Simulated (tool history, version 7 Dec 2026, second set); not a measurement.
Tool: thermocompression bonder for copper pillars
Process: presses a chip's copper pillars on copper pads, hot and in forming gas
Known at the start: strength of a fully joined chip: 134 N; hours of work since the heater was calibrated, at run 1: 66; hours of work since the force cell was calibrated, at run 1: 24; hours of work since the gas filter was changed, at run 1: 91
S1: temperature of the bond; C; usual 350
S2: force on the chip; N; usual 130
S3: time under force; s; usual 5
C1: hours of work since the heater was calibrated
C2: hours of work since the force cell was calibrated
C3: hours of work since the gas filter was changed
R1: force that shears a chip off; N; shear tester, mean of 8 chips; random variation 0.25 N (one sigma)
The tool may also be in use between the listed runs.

run 1 hour=0 | S1=350 S2=130 S3=5 | C1=66 C2=24 C3=91 | R1=51
run 2 hour=8.5 | S1=349 S2=130 S3=5 | C1=72 C2=30 C3=97 | R1=49.8
run 3 hour=15.6 | S1=349 S2=130 S3=5 | C1=77 C2=35 C3=102 | R1=49.6
run 4 hour=23.2 | S1=350 S2=130 S3=5 | C1=82 C2=40 C3=108 | R1=50.5
run 5 hour=28.1 | S1=350 S2=130 S3=5 | C1=86 C2=44 C3=111 | R1=50.7
run 6 hour=34.1 | S1=368 S2=130 S3=5 | C1=90 C2=48 C3=116 | R1=62.2
run 7 hour=41.1 | S1=350 S2=130 S3=6 | C1=95 C2=53 C3=121 | R1=54.1
run 8 hour=49.9 | S1=350 S2=142 S3=5 | C1=102 C2=60 C3=127 | R1=52.8
run 9 hour=58.7 | S1=350 S2=130 S3=5 | C1=108 C2=66 C3=133 | R1=50.3
run 10 hour=67.1 | S1=350 S2=130 S3=5 | C1=114 C2=72 C3=139 | R1=50.4
run 11 hour=73.7 | S1=350 S2=130 S3=5 | C1=119 C2=77 C3=144 | R1=50.5
run 12 hour=79.2 | S1=350 S2=130 S3=5 | C1=123 C2=81 C3=148 | R1=50.5
run 13 hour=86.7 | S1=350 S2=130 S3=5 | C1=128 C2=86 C3=153 | R1=50.5
run 14 hour=96.1 | S1=350 S2=130 S3=5 | C1=135 C2=93 C3=160 | R1=50.6
run 15 hour=104.8 | S1=353 S2=130 S3=5 | C1=141 C2=99 C3=167 | R1=52.4
run 16 hour=112.7 | S1=351 S2=140 S3=9 | C1=147 C2=105 C3=172 | R1=66.1
run 17 hour=121.7 | S1=351 S2=140 S3=9 | C1=153 C2=111 C3=179 | R1=66.4
run 18 hour=130.5 | S1=351 S2=140 S3=9 | C1=160 C2=118 C3=185 | R1=65.4
run 19 hour=136.4 | S1=332 S2=130 S3=10 | C1=164 C2=122 C3=189 | R1=53.2
run 20 hour=141.6 | S1=332 S2=90 S3=11 | C1=168 C2=126 C3=193 | R1=45.3
run 21 hour=150.6 | S1=372 S2=130 S3=13 | C1=174 C2=132 C3=200 | R1=87.8
run 22 hour=155.1 | S1=372 S2=130 S3=13 | C1=177 C2=135 C3=203 | R1=87.4
run 23 hour=160 | S1=330 S2=180 S3=8 | C1=181 C2=139 C3=206 | R1=55.6
run 24 hour=169.5 | S1=332 S2=130 S3=9 | C1=188 C2=146 C3=213 | R1=50.2
run 25 hour=178.3 | S1=332 S2=130 S3=9 | C1=194 C2=152 C3=219 | R1=50.5
run 26 hour=185.8 | S1=332 S2=130 S3=9 | C1=199 C2=158 C3=225 | R1=50.6

3 ways to go on from here, each from the tool as it stands after run 26. What would each give?
run A hour=192.3 | S1=348 S2=175 S3=13 | C1=204 C2=162 C3=230 | R1=?
run B hour=192.3 | S1=350 S2=130 S3=6 | C1=204 C2=162 C3=230 | R1=?
run C hour=192.3 | S1=350 S2=83 S3=6 | C1=204 C2=162 C3=230 | R1=?

run=A R1=78.9
run=B R1=54
run=C R1=42.6
Without the tool's hidden state the same runs would have given:
run=A R1=79.1
run=B R1=54.1
run=C R1=42.7
